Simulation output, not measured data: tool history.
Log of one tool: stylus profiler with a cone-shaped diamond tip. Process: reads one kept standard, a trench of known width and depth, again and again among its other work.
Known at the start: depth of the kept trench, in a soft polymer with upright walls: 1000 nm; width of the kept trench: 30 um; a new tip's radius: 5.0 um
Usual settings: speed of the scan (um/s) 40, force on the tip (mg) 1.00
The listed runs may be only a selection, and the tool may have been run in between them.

run	hour	speed of the scan (um/s)	force on the tip (mg)	depth of the trench (angstrom)	width of the trench's floor (um)
1	0.0	40	1.00	10106.9	19.62
2	91.6	40	1.00	10110.2	19.57
3	156.2	14	1.00	10115.6	19.60
4	216.2	138	1.00	10115.1	19.08
5	317.5	138	1.00	10114.8	19.00
6	386.1	138	1.00	10118.7	18.93
7	468.2	138	1.88	10167.2	19.05
8	509.5	40	1.00	10118.8	19.23
9	573.0	104	1.00	10124.0	18.93
10	642.1	103	1.00	10122.6	18.81
11	725.9	103	1.00	10123.9	18.80
12	778.2	33	1.00	10125.4	19.03
# hour 860.7: new tip fitted, height scale calibrated
13	879.9	33	1.00	10091.9	23.82
14	956.3	65	2.91	10190.4	23.71
15	1020.2	32	0.98	10090.3	23.64
16	1088.4	32	0.98	10095.4	23.52
17	1169.9	17	0.51	10065.3	23.48
18	1231.2	40	1.24	10112.6	23.34
19	1325.7	22	1.05	10103.7	23.28
20	1388.1	68	0.96	10095.3	23.04
21	1461.2	56	0.96	10101.0	22.91
22	1560.3	56	1.38	10124.7	22.89
23	1646.6	13	1.98	10159.8	22.88
24	1745.4	158	1.25	10124.1	22.20
25	1804.8	158	1.25	10122.9	22.14
26	1887.6	158	1.25	10127.0	22.08

Here are 4 independent what-if runs from the current tool condition. What would each one return?
A	1965.3	16	0.45	?	?
B	1965.3	37	0.78	?	?
C	1965.3	18	1.92	?	?
D	1965.3	35	0.65	?	?

run	depth of the trench (angstrom)	width of the trench's floor (um)
A	10077.1	22.45
B	10104.3	22.39
C	10162.0	22.51
D	10094.7	22.36
Had the tool no hidden state, the same runs would have come out as:
run	depth of the trench (angstrom)	width of the trench's floor (um)
A	10052.5	23.91
B	10079.7	23.85
C	10137.2	23.97
D	10070.1	23.82
